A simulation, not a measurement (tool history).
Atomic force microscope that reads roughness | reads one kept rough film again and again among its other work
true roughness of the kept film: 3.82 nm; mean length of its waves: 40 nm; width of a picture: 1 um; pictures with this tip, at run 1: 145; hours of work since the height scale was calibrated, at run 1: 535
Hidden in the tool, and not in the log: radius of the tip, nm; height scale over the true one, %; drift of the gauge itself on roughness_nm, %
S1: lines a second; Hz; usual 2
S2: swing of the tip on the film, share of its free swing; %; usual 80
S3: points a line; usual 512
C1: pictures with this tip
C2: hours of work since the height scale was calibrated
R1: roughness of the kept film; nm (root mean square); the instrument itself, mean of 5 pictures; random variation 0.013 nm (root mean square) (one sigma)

run    hour    S1  S2   S3   C1    C2     R1
  1       0     2  80  512  145   535  2.835
  2    47.1     2  80  512  231   563  2.695
       75.8  -- new tip fitted
  3      91     2  80  512   28   588  3.051
  4   121.2  1.42  80  512   83   606  3.061
  5     147  1.42  80  512  130   621  2.972
  6   171.4  1.42  56  512  174   635  3.027
  7   223.2  1.42  56  512  269   665  2.879
      230.1  -- new tip fitted
  8   279.7     2  62  512   91   698  3.138
  9   330.7     2  62  512  184   728  2.954
      384.3  -- new tip fitted
 10   384.3     2  62  512    0   759  3.342
 11   421.3     2  62  512   68   780  3.206
 12     464     2  82  512  145   805  2.857
 13   513.9     2  82  512  236   835  2.677
      538.3  -- new tip fitted
 14   538.3     2  80  621    0   849  3.148
 15   572.6     2  80  621   62   869   3.01
 16   613.4     2  80  621  137   892  2.877
 17   664.8  1.42  80  512  230   922  2.778
      692.3  -- new tip fitted
 18   705.3     2  80  512   24   946  3.098
 19   736.8     2  80  512   81   964  2.977
 20   771.4     2  80  512  144   985  2.838
 21   817.8  1.89  80  512  229  1012  2.709
      845.8  -- new tip fitted
 22   875.3     2  80  512   54  1045  3.032
 23   908.9     2  80  512  115  1065  2.902
 24   958.7  3.12  80  512  206  1094  2.619
 25   982.8  1.55  80  512  249  1108  2.698
      999.7  -- new tip fitted
 26  1021.3   0.7  80  512   40  1130  3.259
 27  1052.6   3.2  80  547   97  1148  2.798
 28  1108.6   3.2  80  547  199  1181   2.61
 29    1135     2  88  512  247  1196  2.566
     1154.2  -- new tip fitted
 30    1179  1.59  73  876   45  1222  3.187
 31  1207.7  2.79  74  900   97  1239  2.936
 32  1246.7     2  74  274  168  1261  2.827
 33    1276  0.88  60  809  222  1279  2.921
       1309  -- new tip fitted
 34  1314.1  0.88  60  809    9  1301   3.38
 35  1346.2  0.79  81  512   67  1319  3.154
 36    1390     2  73  512  147  1345   2.88
 37  1443.9     2  73  512  245  1376  2.702
     1463.4  -- new tip fitted
 38  1488.3     2  73  512   45  1402  3.103
 39  1514.8  0.61  81  472   93  1418  3.113
 40  1538.8     2  80  981  137  1432  2.851
 41  1572.5  2.35  61  354  199  1451  2.901
 42  1596.6  0.59  64  512  243  1465  2.879
     1619.4  -- new tip fitted
 43  1625.1     3  75  441   10  1482  3.068
 44  1670.3     3  75  441   93  1508  2.895
 45    1708     3  75  441  162  1530  2.773
 46  1732.5     3  75  441  206  1545  2.684
 47  1760.5     3  75  441  257  1561  2.596
     1773.1  -- new tip fitted
 48    1788  2.97  63  404   27  1577  3.191
 49  1826.2  2.97  63  404   97  1599  3.072
 50    1860  0.97  56  512  158  1619  3.086
 51  1906.9  2.39  75  512  244  1646   2.71
     1927.3  -- new tip fitted
 52  1937.2     2  80  288   18  1664  3.066

How the hidden state differs across the entries between the runs, from the last listed run before each to the first after it:
Between runs 2 and 3: new tip fitted (hour 75.8)
  radius of the tip, nm: 31 -> 12.9; height scale over the true one, %: -0.28 -> -0.3
  measured less the result without the state, R1: -0.498 -> -0.087 nm (root mean square)
Between runs 7 and 8: new tip fitted (hour 230.1)
  radius of the tip, nm: 32.5 -> 18.1; height scale over the true one, %: -0.33 -> -0.34
  measured less the result without the state, R1: -0.568 -> -0.231 nm (root mean square)
Between runs 9 and 10: new tip fitted (hour 384.3)
  radius of the tip, nm: 25.9 -> 10.5; height scale over the true one, %: -0.36 -> -0.37
  measured less the result without the state, R1: -0.417 -> -0.027 nm (root mean square)
Between runs 13 and 14: new tip fitted (hour 538.3)
  radius of the tip, nm: 30 -> 10.5; height scale over the true one, %: -0.4 -> -0.41
  measured less the result without the state, R1: -0.473 -> -0.026 nm (root mean square)
Between runs 17 and 18: new tip fitted (hour 692.3)
  radius of the tip, nm: 29.7 -> 12.7; height scale over the true one, %: -0.45 -> -0.46
  measured less the result without the state, R1: -0.489 -> -0.086 nm (root mean square)
Between runs 21 and 22: new tip fitted (hour 845.8)
  radius of the tip, nm: 30.2 -> 14.8; height scale over the true one, %: -0.49 -> -0.5
  measured less the result without the state, R1: -0.486 -> -0.141 nm (root mean square)
Between runs 25 and 26: new tip fitted (hour 999.7)
  radius of the tip, nm: 31.4 -> 13.8; height scale over the true one, %: -0.53 -> -0.54
  measured less the result without the state, R1: -0.516 -> -0.124 nm (root mean square)
Between runs 29 and 30: new tip fitted (hour 1154.2)
  radius of the tip, nm: 30.6 -> 14.3; height scale over the true one, %: -0.57 -> -0.58
  measured less the result without the state, R1: -0.472 -> -0.138 nm (root mean square)
Between runs 33 and 34: new tip fitted (hour 1309)
  radius of the tip, nm: 29.3 -> 11.6; height scale over the true one, %: -0.6 -> -0.61
  measured less the result without the state, R1: -0.509 -> -0.069 nm (root mean square)
Between runs 37 and 38: new tip fitted (hour 1463.4)
  radius of the tip, nm: 32.7 -> 14.5; height scale over the true one, %: -0.65 -> -0.66
  measured less the result without the state, R1: -0.548 -> -0.142 nm (root mean square)
Between runs 42 and 43: new tip fitted (hour 1619.4)
  radius of the tip, nm: 31.8 -> 11.1; height scale over the true one, %: -0.69 -> -0.7
  measured less the result without the state, R1: -0.563 -> -0.052 nm (root mean square)
Between runs 47 and 48: new tip fitted (hour 1773.1)
  radius of the tip, nm: 32.4 -> 12.4; height scale over the true one, %: -0.73 -> -0.74
  measured less the result without the state, R1: -0.524 -> -0.089 nm (root mean square)
Between runs 51 and 52: new tip fitted (hour 1927.3)
  radius of the tip, nm: 30.1 -> 12; height scale over the true one, %: -0.77 -> -0.78
  measured less the result without the state, R1: -0.494 -> -0.078 nm (root mean square)

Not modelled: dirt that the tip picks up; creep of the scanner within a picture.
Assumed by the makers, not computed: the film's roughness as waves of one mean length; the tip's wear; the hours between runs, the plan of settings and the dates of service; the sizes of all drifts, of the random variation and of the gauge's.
